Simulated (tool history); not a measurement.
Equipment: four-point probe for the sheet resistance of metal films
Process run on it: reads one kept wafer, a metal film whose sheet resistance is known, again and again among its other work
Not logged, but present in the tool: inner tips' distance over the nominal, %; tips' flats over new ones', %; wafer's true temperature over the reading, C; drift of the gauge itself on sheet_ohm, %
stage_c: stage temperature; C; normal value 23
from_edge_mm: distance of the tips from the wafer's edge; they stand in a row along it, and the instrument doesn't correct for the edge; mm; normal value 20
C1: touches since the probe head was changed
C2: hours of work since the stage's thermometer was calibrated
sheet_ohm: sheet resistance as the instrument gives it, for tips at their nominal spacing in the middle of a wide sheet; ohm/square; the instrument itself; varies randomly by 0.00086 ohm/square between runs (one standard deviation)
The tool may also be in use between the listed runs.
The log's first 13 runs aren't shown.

Run 14, hour 295.2: usual settings but from_edge_mm 9 mm; C1 82447; C2 458. Result: sheet_ohm 4.286994 ohm/square.
Run 15, hour 320.2: usual settings but stage_c 21 C; C1 83549; C2 471. Result: sheet_ohm 4.277907 ohm/square.
Run 16, hour 351.9: usual settings but stage_c 31 C; C1 84951; C2 488. Result: sheet_ohm 4.273861 ohm/square.
Run 17, hour 387.5: usual settings but from_edge_mm 10 mm; C1 86524; C2 507. Result: sheet_ohm 4.284412 ohm/square.
Run 18, hour 420.1: usual settings but from_edge_mm 10 mm; C1 87968; C2 524. Result: sheet_ohm 4.285954 ohm/square.
Run 19, hour 436.6: usual settings but stage_c 26 C, from_edge_mm 18 mm; C1 88695; C2 533. Result: sheet_ohm 4.275084 ohm/square.
Run 20, hour 465.8: usual settings but stage_c 25 C; C1 89988; C2 548. Result: sheet_ohm 4.275755 ohm/square.
Run 21, hour 488.6: usual settings but stage_c 27 C, from_edge_mm 16 mm; C1 90993; C2 560. Result: sheet_ohm 4.277912 ohm/square.
Run 22, hour 505.6: usual settings but stage_c 27 C, from_edge_mm 16 mm; C1 91744; C2 569. Result: sheet_ohm 4.277593 ohm/square.
Run 23, hour 534.9: usual settings but stage_c 19 C, from_edge_mm 23 mm; C1 93043; C2 585. Result: sheet_ohm 4.279964 ohm/square.
Run 24, hour 567.4: usual settings but stage_c 20 C, from_edge_mm 24 mm; C1 94477; C2 602. Result: sheet_ohm 4.277148 ohm/square.
Run 25, hour 583.8: usual settings but stage_c 31 C; C1 95204; C2 611. Result: sheet_ohm 4.273760 ohm/square.
Run 26, hour 609.2: usual settings but stage_c 31 C; C1 96325; C2 624. Result: sheet_ohm 4.272943 ohm/square.
Run 27, hour 645.5: usual settings but stage_c 31 C; C1 97931; C2 643. Result: sheet_ohm 4.274787 ohm/square.
Run 28, hour 679.4: usual settings but stage_c 31 C; C1 99429; C2 661. Result: sheet_ohm 4.274946 ohm/square.
Run 29, hour 700.5: usual settings but stage_c 31 C; C1 100360; C2 672. Result: sheet_ohm 4.274581 ohm/square.
Run 30, hour 720.5: usual settings but stage_c 20 C, from_edge_mm 6 mm; C1 101247; C2 683. Result: sheet_ohm 4.303036 ohm/square.
Run 31, hour 741.7: usual settings but stage_c 20 C, from_edge_mm 6 mm; C1 102182; C2 694. Result: sheet_ohm 4.302023 ohm/square.
Run 32, hour 780.3: usual settings but stage_c 20 C, from_edge_mm 6 mm; C1 103888; C2 715. Result: sheet_ohm 4.302448 ohm/square.
Run 33, hour 801.3: usual settings but stage_c 20 C, from_edge_mm 6 mm; C1 104816; C2 726. Result: sheet_ohm 4.302574 ohm/square.
Run 34, hour 817.0: usual settings but stage_c 20 C, from_edge_mm 6 mm; C1 105511; C2 734. Result: sheet_ohm 4.301793 ohm/square.
Run 35, hour 835.6: usual settings but stage_c 34 C, from_edge_mm 46 mm; C1 106336; C2 744. Result: sheet_ohm 4.270958 ohm/square.
Run 36, hour 852.5: usual settings but stage_c 20 C, from_edge_mm 6 mm; C1 107083; C2 753. Result: sheet_ohm 4.303728 ohm/square.

4 ways to go on from here, each from the tool as it stands after run 36. What would each give?
Run A, hour 884.5: usual settings but stage_c 31 C, from_edge_mm 5 mm; C1 108497; C2 770. Result: sheet_ohm ?.
Run B, hour 884.5: usual settings but stage_c 35 C; C1 108497; C2 770. Result: sheet_ohm ?.
Run C, hour 884.5: usual settings but stage_c 29 C, from_edge_mm 6 mm; C1 108497; C2 770. Result: sheet_ohm ?.
Run D, hour 884.5: usual settings but stage_c 28 C, from_edge_mm 19 mm; C1 108497; C2 770. Result: sheet_ohm ?.

run  sheet_ohm
  A   4.308378
  B   4.272345
  C   4.296915
  D   4.276363
Take away the tool's hidden state, keep each run's random variation, and the runs would have read:
run  sheet_ohm
  A   4.308117
  B   4.272084
  C   4.296655
  D   4.276104
